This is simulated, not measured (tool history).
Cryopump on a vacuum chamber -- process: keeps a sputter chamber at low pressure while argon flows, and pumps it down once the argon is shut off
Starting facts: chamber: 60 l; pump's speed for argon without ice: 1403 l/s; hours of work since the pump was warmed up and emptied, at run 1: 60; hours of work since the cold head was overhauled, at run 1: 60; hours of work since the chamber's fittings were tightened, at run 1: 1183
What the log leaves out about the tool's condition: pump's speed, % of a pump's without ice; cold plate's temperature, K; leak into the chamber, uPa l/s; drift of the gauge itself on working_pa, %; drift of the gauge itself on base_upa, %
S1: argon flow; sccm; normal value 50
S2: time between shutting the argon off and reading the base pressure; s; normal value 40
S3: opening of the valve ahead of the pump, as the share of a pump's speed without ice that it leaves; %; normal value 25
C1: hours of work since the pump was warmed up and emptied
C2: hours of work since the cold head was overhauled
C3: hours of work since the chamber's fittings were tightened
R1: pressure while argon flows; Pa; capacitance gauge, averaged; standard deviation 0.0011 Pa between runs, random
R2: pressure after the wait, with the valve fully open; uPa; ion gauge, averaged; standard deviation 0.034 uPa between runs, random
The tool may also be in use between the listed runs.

Run 1, day 0.000: usual settings; C1 60; C2 60; C3 1183. Result: R1 0.2450 Pa, R2 4.06 uPa.
Run 2, day 0.992: usual settings; C1 72; C2 72; C3 1195. Result: R1 0.2441 Pa, R2 4.04 uPa.
Run 3, day 2.117: usual settings; C1 87; C2 87; C3 1210. Result: R1 0.2451 Pa, R2 4.10 uPa.
Run 4, day 3.567: usual settings; C1 105; C2 105; C3 1228. Result: R1 0.2440 Pa, R2 4.09 uPa.
Run 5, day 4.754: usual settings; C1 121; C2 121; C3 1243. Result: R1 0.2451 Pa, R2 4.12 uPa.
Run 6, day 6.275: usual settings; C1 140; C2 140; C3 1263. Result: R1 0.2464 Pa, R2 4.18 uPa.
Run 7, day 7.642: usual settings; C1 157; C2 157; C3 1280. Result: R1 0.2461 Pa, R2 4.33 uPa.
Run 8, day 8.962: usual settings; C1 174; C2 174; C3 1297. Result: R1 0.2464 Pa, R2 4.26 uPa.
Run 9, day 9.846: usual settings but S2 233 s; C1 185; C2 185; C3 1308. Result: R1 0.2469 Pa, R2 3.02 uPa.
Run 10, day 10.692: usual settings but S2 233 s; C1 196; C2 196; C3 1319. Result: R1 0.2476 Pa, R2 3.13 uPa.
Run 11, day 11.808: usual settings but S2 100 s; C1 210; C2 210; C3 1333. Result: R1 0.2490 Pa, R2 3.47 uPa.
Run 12, day 13.212: usual settings but S2 100 s; C1 228; C2 228; C3 1351. Result: R1 0.2504 Pa, R2 3.58 uPa.

Run 13 comes next. What will it give?
Run 13, day 14.038: usual settings but S2 100 s; C1 239; C2 239; C3 1362. Result: R1 ?, R2 ?.

Run 13 measured R1 0.2478 Pa, R2 3.60 uPa.
Were there no unlogged condition in the tool, this run, its random variation unchanged, would have produced R1 0.2396 Pa, R2 0.83 uPa.
